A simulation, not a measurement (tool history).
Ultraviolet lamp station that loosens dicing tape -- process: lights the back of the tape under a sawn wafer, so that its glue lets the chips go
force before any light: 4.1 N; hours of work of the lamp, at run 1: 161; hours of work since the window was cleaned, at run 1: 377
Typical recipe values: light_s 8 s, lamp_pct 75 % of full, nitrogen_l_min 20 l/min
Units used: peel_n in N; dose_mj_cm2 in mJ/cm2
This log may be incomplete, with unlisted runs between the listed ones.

run	day	light_s	lamp_pct	nitrogen_l_min	hours of work of the lamp	hours of work since the window was cleaned	peel_n	dose_mj_cm2
1	0.000	8	75	20	161	377	0.210	257
2	1.096	8	75	20	176	391	0.204	257
3	2.438	8	62	20	193	408	0.323	208
4	3.575	8	62	20	207	423	0.318	205
5	4.946	8	62	20	225	441	0.330	206
6	6.438	8	75	20	244	460	0.226	244
7	7.929	8	75	6	264	479	0.511	243
8	8.838	8	75	20	275	491	0.232	240
9	10.458	8	93	20	296	512	0.143	295
10	11.721	8	93	20	313	528	0.144	301
# day 11.867: window cleaned of glue's vapour
11	12.662	8	93	20	324	10	0.127	316
12	13.554	8	93	20	336	22	0.133	312
13	14.621	8	77	19	350	36	0.214	258
14	15.508	8	77	19	361	47	0.208	256
15	16.429	7	75	39	373	59	0.209	211
16	18.421	11	94	9	399	85	0.122	422

What does the tool deliver on the next run?
17	19.804	8	92	9	417	102	?	?

Run 17 produced peel_n 0.258 N, dose_mj_cm2 296 mJ/cm2.
Had the tool carried no hidden state, the very same run would have given peel_n 0.184 N, dose_mj_cm2 346 mJ/cm2.

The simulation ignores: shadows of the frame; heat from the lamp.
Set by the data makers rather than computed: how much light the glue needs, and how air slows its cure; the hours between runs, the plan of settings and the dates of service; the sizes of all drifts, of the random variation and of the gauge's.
